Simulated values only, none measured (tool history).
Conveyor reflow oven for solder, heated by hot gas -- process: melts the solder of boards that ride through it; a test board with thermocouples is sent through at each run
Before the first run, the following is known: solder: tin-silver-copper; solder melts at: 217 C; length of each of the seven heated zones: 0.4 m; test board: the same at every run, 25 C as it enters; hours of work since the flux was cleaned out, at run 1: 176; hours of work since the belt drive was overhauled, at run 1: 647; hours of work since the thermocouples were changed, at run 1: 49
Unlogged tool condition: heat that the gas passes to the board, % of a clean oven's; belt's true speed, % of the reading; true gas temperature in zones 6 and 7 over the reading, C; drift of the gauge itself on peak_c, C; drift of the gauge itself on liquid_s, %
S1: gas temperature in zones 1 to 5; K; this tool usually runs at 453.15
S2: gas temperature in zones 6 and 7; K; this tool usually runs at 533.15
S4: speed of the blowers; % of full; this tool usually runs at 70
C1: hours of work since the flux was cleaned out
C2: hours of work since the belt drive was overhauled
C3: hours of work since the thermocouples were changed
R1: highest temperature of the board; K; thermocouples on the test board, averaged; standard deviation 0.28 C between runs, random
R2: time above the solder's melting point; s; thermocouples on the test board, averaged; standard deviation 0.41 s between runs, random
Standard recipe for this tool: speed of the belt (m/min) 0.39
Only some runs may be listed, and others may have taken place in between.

{"run": 1, "day": 0.0, "S1": 453.15, "S2": 533.15, "speed of the belt (m/min)": 0.39, "S4": 70, "C1": 176, "C2": 647, "C3": 49, "R1": 521.05, "R2": 92.1}
{"run": 2, "day": 1.596, "S1": 453.15, "S2": 533.15, "speed of the belt (m/min)": 0.39, "S4": 70, "C1": 196, "C2": 667, "C3": 69, "R1": 521.25, "R2": 92.8}
{"run": 3, "day": 2.488, "S1": 453.15, "S2": 533.15, "speed of the belt (m/min)": 0.39, "S4": 70, "C1": 207, "C2": 678, "C3": 80, "R1": 520.75, "R2": 92.2}
{"run": 4, "day": 3.867, "S1": 453.15, "S2": 533.15, "speed of the belt (m/min)": 0.39, "S4": 70, "C1": 224, "C2": 694, "C3": 97, "R1": 520.55, "R2": 91.8}
{"run": 5, "day": 5.596, "S1": 453.15, "S2": 533.15, "speed of the belt (m/min)": 0.39, "S4": 70, "C1": 245, "C2": 716, "C3": 118, "R1": 520.05, "R2": 91.9}
{"run": 6, "day": 7.021, "S1": 453.15, "S2": 533.15, "speed of the belt (m/min)": 0.39, "S4": 70, "C1": 262, "C2": 733, "C3": 135, "R1": 521.25, "R2": 91.7}
{"run": 7, "day": 7.929, "S1": 453.15, "S2": 544.15, "speed of the belt (m/min)": 0.39, "S4": 70, "C1": 274, "C2": 744, "C3": 147, "R1": 530.05, "R2": 102.3}
{"run": 8, "day": 9.512, "S1": 453.15, "S2": 544.15, "speed of the belt (m/min)": 0.39, "S4": 70, "C1": 293, "C2": 764, "C3": 166, "R1": 530.05, "R2": 101.1}
{"run": 9, "day": 10.925, "S1": 453.15, "S2": 544.15, "speed of the belt (m/min)": 0.39, "S4": 70, "C1": 310, "C2": 781, "C3": 183, "R1": 529.25, "R2": 102.1}
{"run": 10, "day": 11.704, "S1": 453.15, "S2": 544.15, "speed of the belt (m/min)": 0.39, "S4": 70, "C1": 320, "C2": 791, "C3": 193, "R1": 529.55, "R2": 102.2}
{"run": 11, "day": 12.925, "S1": 453.15, "S2": 535.15, "speed of the belt (m/min)": 0.45, "S4": 70, "C1": 335, "C2": 806, "C3": 208, "R1": 517.35, "R2": 74}
{"day": 13.192, "done": "belt drive overhauled, speed set with a stopwatch"}
{"run": 12, "day": 13.992, "S1": 443.15, "S2": 528.15, "speed of the belt (m/min)": 0.378, "S4": 54, "C1": 346, "C2": 10, "C3": 219, "R1": 512.05, "R2": 75}
{"run": 13, "day": 15.371, "S1": 465.15, "S2": 538.15, "speed of the belt (m/min)": 0.358, "S4": 74, "C1": 363, "C2": 27, "C3": 236, "R1": 528.55, "R2": 120.1}
{"run": 14, "day": 16.433, "S1": 465.15, "S2": 538.15, "speed of the belt (m/min)": 0.34, "S4": 80, "C1": 376, "C2": 40, "C3": 249, "R1": 530.05, "R2": 129.4}
{"day": 17.796, "done": "belt drive overhauled, speed set with a stopwatch, once more"}
{"run": 15, "day": 17.838, "S1": 465.15, "S2": 538.15, "speed of the belt (m/min)": 0.34, "S4": 80, "C1": 391, "C2": 1, "C3": 264, "R1": 529.55, "R2": 125.9}
{"run": 16, "day": 19.438, "S1": 465.15, "S2": 538.15, "speed of the belt (m/min)": 0.34, "S4": 80, "C1": 411, "C2": 20, "C3": 284, "R1": 528.95, "R2": 125.5}

Run 17, settings as shown, results not yet in. Your forecast:
{"run": 17, "day": 20.788, "S1": 464.15, "S2": 539.15, "speed of the belt (m/min)": 0.333, "S4": 61, "C1": 427, "C2": 37, "C3": 300, "R1": "?", "R2": "?"}

Run 17 came out at R1 528.55 K, R2 126.9 s.
Were there no unlogged condition in the tool, this run, its random variation unchanged, would have produced R1 530.45 K, R2 129.2 s.
